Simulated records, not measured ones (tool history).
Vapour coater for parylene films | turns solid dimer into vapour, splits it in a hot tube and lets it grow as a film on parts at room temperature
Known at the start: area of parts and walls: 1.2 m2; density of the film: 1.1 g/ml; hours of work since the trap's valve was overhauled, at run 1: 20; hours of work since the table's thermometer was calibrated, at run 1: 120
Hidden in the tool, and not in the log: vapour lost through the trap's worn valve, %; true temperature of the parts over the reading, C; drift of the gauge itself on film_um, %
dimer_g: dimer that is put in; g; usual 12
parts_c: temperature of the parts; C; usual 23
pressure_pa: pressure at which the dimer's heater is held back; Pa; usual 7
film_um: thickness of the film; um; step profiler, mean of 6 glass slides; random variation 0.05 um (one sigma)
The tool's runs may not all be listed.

run	day	dimer_g	parts_c	pressure_pa	hours of work since the trap's valve was overhauled	hours of work since the table's thermometer was calibrated	film_um
1	0	12	23	7	20	120	5.75
2	0.5	12	23	7	25	125	5.59
3	1.392	12	23	7	35	135	5.85
4	1.921	12	23	7	41	141	5.76
5	2.571	12	15	7	48	148	6.53
6	3.062	12	15	7	53	153	6.5
7	3.558	21	23	7	59	159	10.23
8	4.371	21	23	7	68	168	10.02
9	5.267	12	23	7	78	177	5.76
10	6.021	12	23	7	86	186	5.79
11	6.746	12	23	9.11	94	194	5.42
12	7.546	12	23	9.11	103	202	5.49
13	8.288	12	23	9.11	111	210	5.37
14	8.979	12	23	7	118	218	5.77
15	9.508	12	26	7	124	224	5.45
16	9.992	12	26	7	129	229	5.43
17	10.388	12	26	7	134	233	5.49
18	10.875	7	23	7	139	239	3.38
19	11.533	7	23	7	146	246	3.39
20	12.208	6	20	2.18	154	253	3.81
21	12.933	6	21	2.18	162	261	3.8
22	13.683	13	18	9.87	170	270	6.27
23	14.154	13	18	9.87	175	275	6.23
24	15.092	8	23	7	185	285	3.77
25	15.667	12	23	7.61	191	291	5.64
26	16.225	12	16	10.49	198	297	5.87
# day 16.717: trap's valve overhauled
27	16.942	12	18	5.92	2	303	6.43
28	17.562	11	30	3.28	9	310	5.54
29	18.038	5	23	2.33	14	315	3.02
30	18.788	5	28	2.33	23	324	2.83
31	19.692	12	25	2.13	33	334	7.21
32	20.417	13	24	7	41	341	6.12
33	21.133	13	24	7	48	349	6.21
34	21.917	13	24	7	57	358	6.12
35	22.825	13	24	7	67	368	6.18
36	23.25	12	25	3.75	72	373	6.34
37	23.65	12	25	3.75	76	377	6.36
38	24.504	7	28	9.67	85	386	2.93

Forecast each of these 5 alternatives for the next run:
A	25.25	7	23	4.12	93	394	?
B	25.25	20	20	7	93	394	?
C	25.25	8	28	9.74	93	394	?
D	25.25	7	30	9.67	93	394	?
E	25.25	12	23	5.17	93	394	?

run	film_um
A	3.75
B	10.07
C	3.35
D	2.82
E	6.13
Without the tool's hidden state the same runs would have given:
run	film_um
A	3.76
B	10.11
C	3.36
D	2.83
E	6.15
